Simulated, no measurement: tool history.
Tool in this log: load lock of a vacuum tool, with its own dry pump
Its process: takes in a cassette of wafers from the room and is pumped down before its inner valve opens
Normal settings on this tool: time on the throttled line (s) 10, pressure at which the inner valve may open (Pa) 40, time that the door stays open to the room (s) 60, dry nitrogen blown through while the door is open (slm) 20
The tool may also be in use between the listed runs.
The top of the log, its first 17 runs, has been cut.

run	day	time on the throttled line (s)	pressure at which the inner valve may open (Pa)	time that the door stays open to the room (s)	dry nitrogen blown through while the door is open (slm)	incoming humidity of the room's air, %	time from the closed door until the inner valve may open (s)	rise of the pressure with all valves shut (Pa/min)
18	136.625	10	40	60	20	43.5	18.65	0.141
19	141.650	10	40	60	20	44.5	18.60	0.131
20	146.938	10	38	60	20	43.9	18.69	0.135
21	155.112	10	38	60	20	41.7	18.81	0.141
22	160.254	10	38	60	20	43.4	18.78	0.147
23	166.429	13	67	118	19	46.1	20.22	0.180
24	175.538	7	34	60	8	49.9	16.69	0.173
25	186.292	7	34	80	9	45.3	16.73	0.181
26	192.212	7	36	80	30	47.0	16.57	0.168
27	198.500	12	78	37	9	43.6	19.47	0.153
28	205.058	6	43	63	7	46.3	15.58	0.193
29	212.525	6	43	61	5	47.2	15.57	0.193
30	221.246	6	43	61	5	48.4	15.59	0.197
31	228.733	10	76	169	20	46.9	17.92	0.236
32	238.021	12	40	60	20	44.3	20.34	0.179
33	245.492	10	72	60	20	43.4	17.97	0.178
34	251.558	10	72	60	20	45.9	17.90	0.185
35	261.400	10	37	60	7	43.0	18.98	0.197
36	270.838	10	40	60	37	49.0	18.91	0.174
37	278.083	10	40	101	34	42.9	18.99	0.193
38	287.700	10	39	28	20	45.6	18.97	0.180

Consider 3 possible next runs. They are alternatives, not a sequence: every one starts from the tool as it was left by run 38. What does each give?
A	296.488	10	39	25	20	44.7	?	?
B	296.488	10	70	40	20	44.3	?	?
C	296.488	10	68	70	28	46.8	?	?

run	time from the closed door until the inner valve may open (s)	rise of the pressure with all valves shut (Pa/min)
A	19.00	0.180
B	18.27	0.189
C	18.25	0.202
The same runs, with their run-to-run variation unchanged, on a tool lacking any hidden condition would have given:
run	time from the closed door until the inner valve may open (s)	rise of the pressure with all valves shut (Pa/min)
A	17.70	0.040
B	17.06	0.048
C	17.07	0.062
